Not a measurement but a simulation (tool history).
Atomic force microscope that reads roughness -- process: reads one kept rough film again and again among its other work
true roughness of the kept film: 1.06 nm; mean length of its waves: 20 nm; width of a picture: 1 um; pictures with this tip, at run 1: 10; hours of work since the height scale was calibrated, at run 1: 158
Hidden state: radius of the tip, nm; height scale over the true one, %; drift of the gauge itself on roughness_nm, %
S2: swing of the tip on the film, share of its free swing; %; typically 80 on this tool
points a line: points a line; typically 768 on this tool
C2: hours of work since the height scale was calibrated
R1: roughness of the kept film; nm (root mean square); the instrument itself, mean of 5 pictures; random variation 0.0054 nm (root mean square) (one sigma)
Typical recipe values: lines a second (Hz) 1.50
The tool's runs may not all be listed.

run 1 hour=0.0 | lines_a_second_(Hz)=1.50 S2=80 points_a_line=768 | pictures_with_this_tip=10 C2=158 | R1=0.903
run 2 hour=15.1 | lines_a_second_(Hz)=1.50 S2=80 points_a_line=768 | pictures_with_this_tip=22 C2=166 | R1=0.913
run 3 hour=28.3 | lines_a_second_(Hz)=1.50 S2=80 points_a_line=768 | pictures_with_this_tip=32 C2=173 | R1=0.903
run 4 hour=48.2 | lines_a_second_(Hz)=1.50 S2=80 points_a_line=768 | pictures_with_this_tip=48 C2=183 | R1=0.892
run 5 hour=63.2 | lines_a_second_(Hz)=1.50 S2=80 points_a_line=768 | pictures_with_this_tip=60 C2=190 | R1=0.901
run 6 hour=73.4 | lines_a_second_(Hz)=1.50 S2=80 points_a_line=768 | pictures_with_this_tip=68 C2=195 | R1=0.907
run 7 hour=85.7 | lines_a_second_(Hz)=1.50 S2=80 points_a_line=768 | pictures_with_this_tip=78 C2=202 | R1=0.907
run 8 hour=96.2 | lines_a_second_(Hz)=1.50 S2=80 points_a_line=768 | pictures_with_this_tip=86 C2=207 | R1=0.904
run 9 hour=108.0 | lines_a_second_(Hz)=1.50 S2=80 points_a_line=768 | pictures_with_this_tip=96 C2=213 | R1=0.908
run 10 hour=117.7 | lines_a_second_(Hz)=1.50 S2=80 points_a_line=768 | pictures_with_this_tip=104 C2=218 | R1=0.900
run 11 hour=134.6 | lines_a_second_(Hz)=1.50 S2=80 points_a_line=768 | pictures_with_this_tip=117 C2=226 | R1=0.914
run 12 hour=154.9 | lines_a_second_(Hz)=1.50 S2=80 points_a_line=768 | pictures_with_this_tip=133 C2=236 | R1=0.901
run 13 hour=169.3 | lines_a_second_(Hz)=1.50 S2=80 points_a_line=768 | pictures_with_this_tip=145 C2=244 | R1=0.899
run 14 hour=183.2 | lines_a_second_(Hz)=1.50 S2=80 points_a_line=396 | pictures_with_this_tip=156 C2=251 | R1=0.892
run 15 hour=194.9 | lines_a_second_(Hz)=1.50 S2=73 points_a_line=768 | pictures_with_this_tip=165 C2=257 | R1=0.933
run 16 hour=203.6 | lines_a_second_(Hz)=1.50 S2=73 points_a_line=768 | pictures_with_this_tip=172 C2=261 | R1=0.933
run 17 hour=219.1 | lines_a_second_(Hz)=2.50 S2=73 points_a_line=768 | pictures_with_this_tip=185 C2=269 | R1=0.882
run 18 hour=239.5 | lines_a_second_(Hz)=2.50 S2=73 points_a_line=768 | pictures_with_this_tip=201 C2=279 | R1=0.886
run 19 hour=252.4 | lines_a_second_(Hz)=2.50 S2=73 points_a_line=768 | pictures_with_this_tip=211 C2=286 | R1=0.892
run 20 hour=264.3 | lines_a_second_(Hz)=0.87 S2=80 points_a_line=768 | pictures_with_this_tip=221 C2=292 | R1=0.935
run 21 hour=277.0 | lines_a_second_(Hz)=1.75 S2=61 points_a_line=385 | pictures_with_this_tip=231 C2=298 | R1=0.946
run 22 hour=287.3 | lines_a_second_(Hz)=1.75 S2=61 points_a_line=385 | pictures_with_this_tip=239 C2=303 | R1=0.947
-- hour=305.8 new tip fitted
run 23 hour=306.1 | lines_a_second_(Hz)=3.78 S2=64 points_a_line=768 | pictures_with_this_tip=0 C2=312 | R1=0.902
run 24 hour=318.0 | lines_a_second_(Hz)=0.87 S2=59 points_a_line=716 | pictures_with_this_tip=9 C2=318 | R1=0.985
run 25 hour=337.4 | lines_a_second_(Hz)=0.77 S2=90 points_a_line=346 | pictures_with_this_tip=25 C2=328 | R1=0.903
run 26 hour=352.3 | lines_a_second_(Hz)=1.64 S2=86 points_a_line=768 | pictures_with_this_tip=37 C2=336 | R1=0.857
run 27 hour=367.7 | lines_a_second_(Hz)=1.64 S2=86 points_a_line=768 | pictures_with_this_tip=49 C2=343 | R1=0.864

Hidden condition of the tool, last listed run before each entry between runs versus first listed run after:
After run 22, before run 23: new tip fitted (hour 305.8)
  radius of the tip, nm: 5.4 -> 5
